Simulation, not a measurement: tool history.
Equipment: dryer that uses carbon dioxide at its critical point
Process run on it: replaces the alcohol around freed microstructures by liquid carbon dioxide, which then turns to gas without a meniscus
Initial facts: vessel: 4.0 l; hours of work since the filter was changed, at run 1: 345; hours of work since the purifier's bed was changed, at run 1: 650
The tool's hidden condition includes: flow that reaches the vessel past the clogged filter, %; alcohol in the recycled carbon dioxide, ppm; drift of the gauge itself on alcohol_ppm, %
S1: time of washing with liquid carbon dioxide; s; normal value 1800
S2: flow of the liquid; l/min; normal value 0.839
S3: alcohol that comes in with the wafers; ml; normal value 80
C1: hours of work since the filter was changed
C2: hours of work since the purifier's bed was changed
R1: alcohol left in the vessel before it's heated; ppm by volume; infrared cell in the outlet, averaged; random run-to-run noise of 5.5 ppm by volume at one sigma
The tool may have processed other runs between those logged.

| run | hour | S1 | S2 | S3 | C1 | C2 | R1 |
|---|---|---|---|---|---|---|---|
| 1 | 0 | 1800 | 0.839 | 80 | 345 | 650 | 350 |
| 2 | 33 | 1800 | 0.839 | 80 | 355 | 660 | 372 |
|  | 52.5 | inlet filter changed |
| 3 | 76.8 | 1800 | 0.839 | 80 | 8 | 674 | 207 |
| 4 | 104.2 | 1800 | 0.839 | 80 | 16 | 682 | 212 |
| 5 | 158.4 | 2280 | 0.839 | 80 | 33 | 699 | 90 |
| 6 | 213.4 | 2280 | 0.839 | 80 | 50 | 716 | 102 |
| 7 | 264.6 | 2280 | 0.839 | 80 | 66 | 732 | 93 |
| 8 | 292.3 | 1800 | 0.839 | 80 | 74 | 740 | 232 |
| 9 | 344.2 | 1800 | 1.358 | 98 | 90 | 756 | 68 |

Run 10 is up next; what results do you expect?
| 10 | 392.8 | 1800 | 1.358 | 98 | 105 | 771 | ? |

Run 10 came out at R1 79 ppm by volume.
Without the tool's hidden state the same run would have given R1 21 ppm by volume.
